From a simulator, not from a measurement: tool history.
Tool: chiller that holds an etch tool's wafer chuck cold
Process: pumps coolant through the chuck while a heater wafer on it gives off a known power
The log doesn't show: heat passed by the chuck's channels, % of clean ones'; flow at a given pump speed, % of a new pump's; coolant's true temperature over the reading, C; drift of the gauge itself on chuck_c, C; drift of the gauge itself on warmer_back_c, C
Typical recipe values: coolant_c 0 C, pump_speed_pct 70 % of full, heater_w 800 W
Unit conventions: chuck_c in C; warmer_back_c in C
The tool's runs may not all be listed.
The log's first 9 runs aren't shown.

run    hour  coolant_c  pump_speed_pct  heater_w  hours since the coolant was changed and the channels were flushed  hours since the pump was overhauled  hours since the chiller's thermometer was calibrated  chuck_c  warmer_back_c
 10   389.1          0              70       800                                                               2533                                 2934                                                  1490     6.65           2.19
 11   445.4          0              70       800                                                               2589                                 2990                                                  1546     6.74           2.17
 12   477.3          0              70       800                                                               2621                                 3022                                                  1578      6.7           2.18
 13   508.1          0              70       800                                                               2652                                 3053                                                  1609     6.67           2.21
 14   535.6          0              70       800                                                               2679                                 3080                                                  1637     6.71           2.18
      541.6  -- chiller's thermometer calibrated
 15   560.1          0              70       800                                                               2703                                 3104                                                    19     6.65           2.18
 16     603          0              70       896                                                               2746                                 3147                                                    61     7.49           2.44
 17   638.6          9              68       428                                                               2781                                 3182                                                    97    12.55            1.2
 18   689.9          9              68       428                                                               2832                                 3233                                                   148    12.53           1.21
 19   746.3          7              95       460                                                               2889                                 3290                                                   205     9.93           0.92
      757.8  -- chiller's thermometer calibrated, once more
 20   803.1          7              95       460                                                               2945                                 3346                                                    45     10.2           0.92
 21   839.3         -2              74       647                                                               2981                                 3382                                                    82     3.37           1.66
 22   892.2         -2              74       647                                                               3034                                 3435                                                   134      3.3            1.7
 23   949.2         -2              74       647                                                               3091                                 3492                                                   191     3.39           1.67
 24   974.7         -6              89       518                                                               3116                                 3517                                                   217    -2.18            1.1
 25  1009.4         -6              89       518                                                               3151                                 3552                                                   252     -2.3           1.12
 26  1036.7         -8              77       730                                                               3178                                 3579                                                   279    -2.04           1.83
 27  1080.3         -8              77       730                                                               3222                                 3623                                                   323    -2.07           1.82
 28  1110.4         -6              91      1054                                                               3252                                 3653                                                   353     1.59           2.18
 29  1164.2         -7              91       548                                                               3306                                 3707                                                   406    -3.14           1.16
 30  1201.8          0              68       800                                                               3343                                 3744                                                   444     7.23           2.28
 31  1235.2          6              64       718                                                               3377                                 3778                                                   477     12.7           2.18

Forecast run 32:
 32  1291.4          6              64       718                                                               3433                                 3834                                                   534        ?              ?

chuck_c: 12.69 C
warmer_back_c: 2.21 C
Were there no unlogged condition in the tool, this run, its random variation unchanged, would have produced chuck_c 12.08 C, warmer_back_c 2.05 C.
